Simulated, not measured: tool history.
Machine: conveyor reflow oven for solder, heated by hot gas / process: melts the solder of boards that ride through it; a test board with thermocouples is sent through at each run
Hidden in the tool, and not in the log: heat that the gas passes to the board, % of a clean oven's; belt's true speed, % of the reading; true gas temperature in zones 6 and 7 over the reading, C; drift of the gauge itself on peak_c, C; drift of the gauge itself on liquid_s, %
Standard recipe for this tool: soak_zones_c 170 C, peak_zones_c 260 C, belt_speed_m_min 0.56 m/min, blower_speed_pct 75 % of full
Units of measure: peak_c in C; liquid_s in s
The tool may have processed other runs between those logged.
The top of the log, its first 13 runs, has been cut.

run,hour,soak_zones_c,peak_zones_c,belt_speed_m_min,blower_speed_pct,hours of work since the flux was cleaned out,hours of work since the belt drive was overhauled,hours of work since the thermocouples were changed,peak_c,liquid_s
14,154.8,177,267,0.56,52,46,161,130,243.4,48.1
15,167.1,177,267,0.56,52,52,168,137,243.7,48.6
16,178.3,157,270,0.657,82,58,174,143,242.8,35.1
17,185.1,165,252,0.56,75,62,177,146,234.3,35.2
# hour 190: belt drive overhauled, speed set with a stopwatch
18,200.8,165,264,0.497,81,68,6,152,249,59.3
19,208.9,168,264,0.498,81,72,10,157,249.8,59.6
20,220.5,180,255,0.581,81,78,16,163,238.9,44.6
21,234.7,170,255,0.56,60,86,23,170,234.5,35.1
22,247.3,170,255,0.56,60,92,30,177,234.7,35.3
23,262.2,174,259,0.56,53,100,38,185,236.1,39
# hour 267.7: belt drive overhauled, speed set with a stopwatch, once more
24,279.5,172,260,0.572,75,107,6,192,241.1,44
25,287.4,170,265,0.56,66,111,10,196,243.8,46.1
26,301.9,170,265,0.56,66,119,18,203,243.3,45.8
27,311.5,156,270,0.554,61,124,23,208,242.7,40.8
28,321.3,156,270,0.554,61,129,28,214,243.6,41.3
29,337.4,156,270,0.576,54,137,37,222,238.3,34.9
30,345.2,170,267,0.509,77,141,41,226,249.7,58.3

4 ways to go on from here, each from the tool as it stands after run 30. What would each give?
A,359.4,174,267,0.544,62,149,48,234,?,?
B,359.4,170,252,0.627,72,149,48,234,?,?
C,359.4,168,274,0.56,75,149,48,234,?,?
D,359.4,170,267,0.509,62,149,48,234,?,?

run,peak_c,liquid_s
A,245.9,51
B,231.1,25.7
C,251.7,53.3
D,247.4,55.1
Take away the tool's hidden state, keep each run's random variation, and the runs would have read:
run,peak_c,liquid_s
A,248,53.3
B,233.3,29.3
C,254.1,55.3
D,249.5,57.4
